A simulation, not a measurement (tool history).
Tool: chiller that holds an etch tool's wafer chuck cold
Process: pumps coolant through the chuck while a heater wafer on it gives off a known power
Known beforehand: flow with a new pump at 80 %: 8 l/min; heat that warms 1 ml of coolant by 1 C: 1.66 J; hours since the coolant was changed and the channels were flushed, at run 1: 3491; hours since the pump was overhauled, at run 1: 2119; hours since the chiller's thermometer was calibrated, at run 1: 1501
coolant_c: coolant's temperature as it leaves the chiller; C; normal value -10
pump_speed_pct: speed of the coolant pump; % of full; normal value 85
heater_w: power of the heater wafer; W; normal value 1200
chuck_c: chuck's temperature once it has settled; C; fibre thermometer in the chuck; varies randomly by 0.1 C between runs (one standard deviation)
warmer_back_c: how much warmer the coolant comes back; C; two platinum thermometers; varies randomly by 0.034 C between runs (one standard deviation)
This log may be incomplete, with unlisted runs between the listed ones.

run	day	coolant_c	pump_speed_pct	heater_w	hours since the coolant was changed and the channels were flushed	hours since the pump was overhauled	hours since the chiller's thermometer was calibrated	chuck_c	warmer_back_c
1	0.000	-10	85	1200	3491	2119	1501	1.1	5.17
2	0.954	-10	77	1200	3514	2142	1524	1.8	5.63
3	3.117	-10	77	1200	3566	2194	1576	1.9	5.59
4	4.588	-10	85	1200	3601	2229	1611	1.1	5.04
5	5.979	-10	85	1200	3634	2263	1644	1.1	4.97
6	7.088	-10	85	1200	3661	2289	1671	1.2	5.07
7	8.096	-10	85	1200	3685	2313	1695	1.2	5.09
8	9.933	-10	85	1200	3729	2358	1739	1.0	5.03
9	11.050	-10	85	1200	3756	2384	1766	1.2	5.06
10	12.575	-10	67	1200	3792	2421	1803	2.9	6.39
11	14.567	-3	62	1497	3840	2469	1850	14.0	8.61
12	15.854	-18	66	633	3871	2500	1881	-11.1	3.35
13	17.621	-19	83	1045	3914	2542	1924	-9.4	4.38
14	19.171	-10	72	1080	3951	2579	1961	1.0	5.31
# day 19.850: gauge calibrated
15	20.604	-3	72	1623	3985	2614	1995	13.8	8.16
16	22.288	-20	75	1013	4026	2654	2036	-10.0	4.84
17	24.383	-20	75	1013	4076	2704	2086	-10.0	4.83

Branching from run 17: 4 alternative next runs. What would each branch give?
A	25.392	-11	85	1089	4100	2729	2110	?	?
B	25.392	-1	96	945	4100	2729	2110	?	?
C	25.392	-10	90	1200	4100	2729	2110	?	?
D	25.392	-19	87	1200	4100	2729	2110	?	?

run	chuck_c	warmer_back_c
A	-0.9	4.59
B	7.2	3.53
C	0.8	4.84
D	-8.1	4.91
With the hidden condition removed and each run's random variation left untouched, the same runs would have given:
run	chuck_c	warmer_back_c
A	-0.9	4.63
B	7.1	3.58
C	0.8	4.88
D	-8.1	4.95
